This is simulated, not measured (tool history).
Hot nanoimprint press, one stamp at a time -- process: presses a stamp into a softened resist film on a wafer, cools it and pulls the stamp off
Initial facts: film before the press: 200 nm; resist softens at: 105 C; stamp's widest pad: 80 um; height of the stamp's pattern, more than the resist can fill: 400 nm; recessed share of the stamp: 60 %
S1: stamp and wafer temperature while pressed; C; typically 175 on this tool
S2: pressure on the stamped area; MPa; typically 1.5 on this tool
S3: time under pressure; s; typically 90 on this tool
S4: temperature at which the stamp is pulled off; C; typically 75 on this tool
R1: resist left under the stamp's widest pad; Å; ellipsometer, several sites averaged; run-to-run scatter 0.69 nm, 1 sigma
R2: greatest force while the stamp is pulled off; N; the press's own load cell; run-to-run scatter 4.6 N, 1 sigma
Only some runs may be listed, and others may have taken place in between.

Run 1, hour 0: usual settings. Result: R1 804 Å, R2 222 N.
Run 2, hour 23.4: usual settings but S1 165 C. Result: R1 1364 Å, R2 226 N.
Run 3, hour 45.3: usual settings but S1 165 C. Result: R1 1364 Å, R2 226 N.
Run 4, hour 70.1: usual settings but S1 165 C. Result: R1 1360 Å, R2 227 N.
Run 5, hour 86.1: usual settings but S4 71 C. Result: R1 805 Å, R2 232 N.
Run 6, hour 121.1: usual settings. Result: R1 791 Å, R2 231 N.
Run 7, hour 143: usual settings but S2 1.13 MPa. Result: R1 908 Å, R2 225 N.
Run 8, hour 164.7: usual settings but S2 1.13 MPa. Result: R1 902 Å, R2 222 N.
At hour 195.6: stamp cleaned and given a new release coat.
Run 9, hour 195.6: usual settings. Result: R1 807 Å, R2 231 N.
Run 10, hour 225.4: usual settings. Result: R1 806 Å, R2 235 N.
Run 11, hour 258.3: usual settings but S1 166 C. Result: R1 1310 Å, R2 228 N.
Run 12, hour 292.5: usual settings but S1 166 C. Result: R1 1305 Å, R2 217 N.
Run 13, hour 325.2: usual settings but S1 166 C. Result: R1 1304 Å, R2 215 N.
Run 14, hour 357.8: usual settings but S1 166 C. Result: R1 1292 Å, R2 222 N.
Run 15, hour 393.8: usual settings but S1 166 C. Result: R1 1310 Å, R2 216 N.
Run 16, hour 411.5: usual settings but S1 167 C, S2 1.77 MPa, S3 80 s, S4 76 C. Result: R1 1235 Å, R2 225 N.
Run 17, hour 447.8: usual settings but S1 167 C, S2 1.77 MPa, S3 80 s, S4 76 C. Result: R1 1212 Å, R2 230 N.
Run 18, hour 475.9: usual settings but S2 1 MPa, S3 49 s. Result: R1 1179 Å, R2 219 N.
Run 19, hour 495.6: usual settings but S1 165 C, S3 149 s, S4 70 C. Result: R1 1162 Å, R2 235 N.
Run 20, hour 516.4: usual settings but S1 171 C, S3 149 s, S4 70 C. Result: R1 819 Å, R2 229 N.
Run 21, hour 551.7: usual settings but S1 186 C, S3 149 s, S4 61 C. Result: R1 332 Å, R2 253 N.
At hour 560.9: plate thermocouple calibrated.
Run 22, hour 589.1: usual settings but S1 186 C, S3 149 s, S4 61 C. Result: R1 339 Å, R2 263 N.
At hour 600.2: press's hydraulic seals changed and the load cell set to zero.
Run 23, hour 617: usual settings but S1 186 C, S3 149 s, S4 61 C. Result: R1 338 Å, R2 255 N.
Run 24, hour 647: usual settings but S1 183 C, S2 1.12 MPa, S3 71 s, S4 77 C. Result: R1 642 Å, R2 216 N.
At hour 665.9: stamp cleaned and given a new release coat.
Run 25, hour 679.8: usual settings but S1 164 C, S2 1.56 MPa, S3 71 s, S4 82 C. Result: R1 1486 Å, R2 211 N.
Run 26, hour 701.7: usual settings but S1 181 C, S2 1.07 MPa, S3 71 s, S4 82 C. Result: R1 735 Å, R2 214 N.
Run 27, hour 725: usual settings but S1 166 C, S2 1.07 MPa, S3 111 s, S4 63 C. Result: R1 1356 Å, R2 249 N.
Run 28, hour 755.8: usual settings but S1 166 C, S2 1.07 MPa, S3 111 s, S4 63 C. Result: R1 1349 Å, R2 250 N.
Run 29, hour 774.3: usual settings but S1 166 C, S2 1.07 MPa, S3 111 s, S4 63 C. Result: R1 1357 Å, R2 249 N.
Run 30, hour 799.1: usual settings but S1 166 C, S2 1.07 MPa, S3 111 s, S4 65 C. Result: R1 1355 Å, R2 243 N.

Alternative continuations, all from the tool just after run 30; predict every row:
Run A, hour 824.3: usual settings but S1 185 C, S2 0.92 MPa, S3 63 s. Result: R1 ?, R2 ?.
Run B, hour 824.3: usual settings but S1 171 C, S2 1.17 MPa, S3 106 s, S4 65 C. Result: R1 ?, R2 ?.
Run C, hour 824.3: usual settings but S1 168 C, S2 1.83 MPa. Result: R1 ?, R2 ?.

run    R1   R2
  A   672  230
  B  1041  240
  C  1095  229
With the hidden condition removed and each run's random variation left untouched, the same runs would have given:
run    R1   R2
  A   672  230
  B  1041  239
  C  1096  228

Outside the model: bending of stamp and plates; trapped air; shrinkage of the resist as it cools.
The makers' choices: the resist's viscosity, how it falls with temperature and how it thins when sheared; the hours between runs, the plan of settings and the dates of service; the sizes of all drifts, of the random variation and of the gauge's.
